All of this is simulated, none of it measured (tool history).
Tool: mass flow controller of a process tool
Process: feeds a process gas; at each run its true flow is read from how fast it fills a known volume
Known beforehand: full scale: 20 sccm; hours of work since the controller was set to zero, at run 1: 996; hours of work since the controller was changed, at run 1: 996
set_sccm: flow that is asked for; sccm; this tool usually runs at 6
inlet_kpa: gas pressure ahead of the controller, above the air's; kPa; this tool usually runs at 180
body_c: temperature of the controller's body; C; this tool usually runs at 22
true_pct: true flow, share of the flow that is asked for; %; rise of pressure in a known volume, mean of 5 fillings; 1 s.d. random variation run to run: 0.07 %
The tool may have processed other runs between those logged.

| run | hour | set_sccm | inlet_kpa | body_c | hours of work since the controller was set to zero | hours of work since the controller was changed | true_pct |
|---|---|---|---|---|---|---|---|
| 1 | 0 | 6 | 180 | 22 | 996 | 996 | 98.57 |
| 2 | 90.6 | 6 | 180 | 22 | 1067 | 1067 | 98.65 |
| 3 | 164.9 | 6 | 180 | 22 | 1126 | 1126 | 98.68 |
| 4 | 238.6 | 6 | 180 | 22 | 1184 | 1184 | 98.74 |
| 5 | 335.3 | 6 | 180 | 22 | 1259 | 1259 | 98.65 |
| 6 | 416.9 | 6 | 183 | 22 | 1323 | 1323 | 98.69 |
| 7 | 506.6 | 3 | 156 | 22 | 1394 | 1394 | 99.22 |
| 8 | 561 | 19 | 175 | 22 | 1436 | 1436 | 99.51 |
| 9 | 622.8 | 2 | 228 | 33 | 1485 | 1485 | 101.01 |
| 10 | 690.1 | 6 | 146 | 28 | 1538 | 1538 | 99.46 |
| 11 | 737.1 | 6 | 223 | 22 | 1575 | 1575 | 98.6 |
| 12 | 825.2 | 6 | 223 | 22 | 1644 | 1644 | 98.66 |

Here are 5 independent what-if runs from the current tool condition. What would each one return?
| A | 889.4 | 6 | 144 | 30 | 1694 | 1694 | ? |
| B | 889.4 | 4 | 223 | 22 | 1694 | 1694 | ? |
| C | 889.4 | 2 | 157 | 34 | 1694 | 1694 | ? |
| D | 889.4 | 7 | 256 | 22 | 1694 | 1694 | ? |
| E | 889.4 | 3 | 223 | 38 | 1694 | 1694 | ? |

| run | true_pct |
|---|---|
| A | 99.69 |
| B | 98.79 |
| C | 101.58 |
| D | 98.41 |
| E | 100.94 |
Stripped of hidden state, with their random variation kept, the same runs would have yielded:
| run | true_pct |
|---|---|
| A | 99.13 |
| B | 97.75 |
| C | 99.07 |
| D | 98 |
| E | 99.41 |

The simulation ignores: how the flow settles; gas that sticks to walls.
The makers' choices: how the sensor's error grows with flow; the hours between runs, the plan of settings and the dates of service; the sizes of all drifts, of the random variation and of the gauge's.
